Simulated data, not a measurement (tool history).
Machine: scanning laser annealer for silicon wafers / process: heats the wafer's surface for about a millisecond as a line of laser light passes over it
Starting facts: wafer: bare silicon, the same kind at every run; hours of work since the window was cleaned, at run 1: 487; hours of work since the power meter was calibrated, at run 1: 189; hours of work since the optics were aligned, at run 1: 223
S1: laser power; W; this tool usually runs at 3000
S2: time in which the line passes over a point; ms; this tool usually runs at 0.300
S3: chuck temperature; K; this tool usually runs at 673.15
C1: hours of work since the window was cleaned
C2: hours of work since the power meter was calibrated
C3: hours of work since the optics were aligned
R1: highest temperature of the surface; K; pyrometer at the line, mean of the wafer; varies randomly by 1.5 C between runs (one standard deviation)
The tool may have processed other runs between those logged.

{"run": 1, "hour": 0.0, "S1": 3000, "S2": 0.3, "S3": 673.15, "C1": 487, "C2": 189, "C3": 223, "R1": 1482.15}
{"run": 2, "hour": 12.6, "S1": 3000, "S2": 0.23, "S3": 673.15, "C1": 493, "C2": 195, "C3": 229, "R1": 1388.15}
{"run": 3, "hour": 18.6, "S1": 3000, "S2": 0.23, "S3": 673.15, "C1": 496, "C2": 198, "C3": 232, "R1": 1390.15}
{"run": 4, "hour": 29.6, "S1": 3000, "S2": 0.278, "S3": 673.15, "C1": 501, "C2": 204, "C3": 237, "R1": 1454.15}
{"run": 5, "hour": 36.8, "S1": 3000, "S2": 0.278, "S3": 673.15, "C1": 505, "C2": 207, "C3": 241, "R1": 1454.15}
{"run": 6, "hour": 42.7, "S1": 3000, "S2": 0.278, "S3": 673.15, "C1": 507, "C2": 210, "C3": 244, "R1": 1454.15}
{"run": 7, "hour": 52.5, "S1": 3000, "S2": 0.3, "S3": 673.15, "C1": 512, "C2": 215, "C3": 249, "R1": 1479.15}
{"run": 8, "hour": 58.3, "S1": 3000, "S2": 0.3, "S3": 673.15, "C1": 515, "C2": 218, "C3": 251, "R1": 1482.15}
{"run": 9, "hour": 64.4, "S1": 3000, "S2": 0.3, "S3": 673.15, "C1": 518, "C2": 221, "C3": 254, "R1": 1481.15}
{"run": 10, "hour": 75.5, "S1": 3020, "S2": 0.3, "S3": 673.15, "C1": 523, "C2": 226, "C3": 260, "R1": 1489.15}
{"run": 11, "hour": 80.7, "S1": 3000, "S2": 0.281, "S3": 673.15, "C1": 526, "C2": 229, "C3": 262, "R1": 1456.15}
{"run": 12, "hour": 88.6, "S1": 2667, "S2": 0.281, "S3": 673.15, "C1": 530, "C2": 232, "C3": 266, "R1": 1373.15}
{"run": 13, "hour": 94.1, "S1": 2667, "S2": 0.281, "S3": 673.15, "C1": 533, "C2": 235, "C3": 269, "R1": 1370.15}
{"run": 14, "hour": 103.8, "S1": 3000, "S2": 0.3, "S3": 673.15, "C1": 537, "C2": 240, "C3": 274, "R1": 1479.15}
{"run": 15, "hour": 112.7, "S1": 3000, "S2": 0.273, "S3": 673.15, "C1": 542, "C2": 244, "C3": 278, "R1": 1444.15}
{"run": 16, "hour": 122.3, "S1": 3000, "S2": 0.273, "S3": 673.15, "C1": 546, "C2": 249, "C3": 283, "R1": 1450.15}
{"run": 17, "hour": 133.0, "S1": 3000, "S2": 0.273, "S3": 673.15, "C1": 552, "C2": 254, "C3": 288, "R1": 1442.15}
{"run": 18, "hour": 143.1, "S1": 2939, "S2": 0.3, "S3": 673.15, "C1": 556, "C2": 259, "C3": 293, "R1": 1461.15}
{"run": 19, "hour": 148.7, "S1": 3000, "S2": 0.3, "S3": 673.15, "C1": 559, "C2": 262, "C3": 296, "R1": 1480.15}
{"run": 20, "hour": 156.7, "S1": 3000, "S2": 0.3, "S3": 673.15, "C1": 563, "C2": 266, "C3": 299, "R1": 1481.15}
{"run": 21, "hour": 162.4, "S1": 3000, "S2": 0.3, "S3": 673.15, "C1": 566, "C2": 268, "C3": 302, "R1": 1482.15}
{"run": 22, "hour": 170.9, "S1": 3000, "S2": 0.3, "S3": 673.15, "C1": 570, "C2": 273, "C3": 306, "R1": 1477.15}
{"run": 23, "hour": 181.9, "S1": 3000, "S2": 0.266, "S3": 655.15, "C1": 575, "C2": 278, "C3": 312, "R1": 1417.15}
{"run": 24, "hour": 188.1, "S1": 3000, "S2": 0.263, "S3": 711.15, "C1": 578, "C2": 281, "C3": 315, "R1": 1468.15}
{"run": 25, "hour": 199.2, "S1": 3000, "S2": 0.263, "S3": 711.15, "C1": 584, "C2": 286, "C3": 320, "R1": 1468.15}
{"run": 26, "hour": 207.4, "S1": 3000, "S2": 0.235, "S3": 711.15, "C1": 588, "C2": 290, "C3": 324, "R1": 1428.15}
{"run": 27, "hour": 219.6, "S1": 3073, "S2": 0.223, "S3": 695.15, "C1": 594, "C2": 296, "C3": 330, "R1": 1413.15}
{"run": 28, "hour": 226.3, "S1": 3091, "S2": 0.223, "S3": 695.15, "C1": 597, "C2": 300, "C3": 333, "R1": 1416.15}
{"run": 29, "hour": 235.2, "S1": 2718, "S2": 0.351, "S3": 697.15, "C1": 601, "C2": 304, "C3": 338, "R1": 1483.15}
{"run": 30, "hour": 245.1, "S1": 3205, "S2": 0.351, "S3": 694.15, "C1": 606, "C2": 309, "C3": 343, "R1": 1615.15}
{"run": 31, "hour": 256.1, "S1": 3225, "S2": 0.211, "S3": 687.15, "C1": 612, "C2": 314, "C3": 348, "R1": 1418.15}
{"run": 32, "hour": 262.3, "S1": 3043, "S2": 0.3, "S3": 681.15, "C1": 615, "C2": 317, "C3": 351, "R1": 1497.15}
{"run": 33, "hour": 269.6, "S1": 3043, "S2": 0.261, "S3": 681.15, "C1": 618, "C2": 321, "C3": 354, "R1": 1445.15}
{"run": 34, "hour": 277.1, "S1": 3228, "S2": 0.256, "S3": 681.15, "C1": 622, "C2": 324, "C3": 358, "R1": 1483.15}
{"run": 35, "hour": 288.1, "S1": 3000, "S2": 0.281, "S3": 708.15, "C1": 627, "C2": 330, "C3": 364, "R1": 1487.15}
{"run": 36, "hour": 296.1, "S1": 2875, "S2": 0.216, "S3": 686.15, "C1": 631, "C2": 334, "C3": 367, "R1": 1346.15}
{"run": 37, "hour": 303.9, "S1": 3205, "S2": 0.32, "S3": 674.15, "C1": 635, "C2": 337, "C3": 371, "R1": 1558.15}
{"run": 38, "hour": 312.1, "S1": 3144, "S2": 0.225, "S3": 672.15, "C1": 639, "C2": 341, "C3": 375, "R1": 1403.15}
{"run": 39, "hour": 322.6, "S1": 3144, "S2": 0.225, "S3": 672.15, "C1": 644, "C2": 347, "C3": 380, "R1": 1403.15}
{"hour": 327.2, "done": "window over the wafer cleaned"}
{"run": 40, "hour": 330.8, "S1": 2674, "S2": 0.297, "S3": 699.15, "C1": 2, "C2": 350, "C3": 383, "R1": 1438.15}
{"run": 41, "hour": 343.0, "S1": 2674, "S2": 0.297, "S3": 699.15, "C1": 8, "C2": 356, "C3": 389, "R1": 1436.15}

Forecast each of these 3 alternatives for the next run:
{"run": "A", "hour": 353.3, "S1": 2846, "S2": 0.369, "S3": 673.15, "C1": 13, "C2": 361, "C3": 394, "R1": "?"}
{"run": "B", "hour": 353.3, "S1": 3219, "S2": 0.298, "S3": 712.15, "C1": 13, "C2": 361, "C3": 394, "R1": "?"}
{"run": "C", "hour": 353.3, "S1": 2674, "S2": 0.297, "S3": 658.15, "C1": 13, "C2": 361, "C3": 394, "R1": "?"}

run=A R1=1541.15
run=B R1=1596.15
run=C R1=1395.15
Stripped of hidden state, with their random variation kept, the same runs would have yielded:
run=A R1=1546.15
run=B R1=1601.15
run=C R1=1400.15
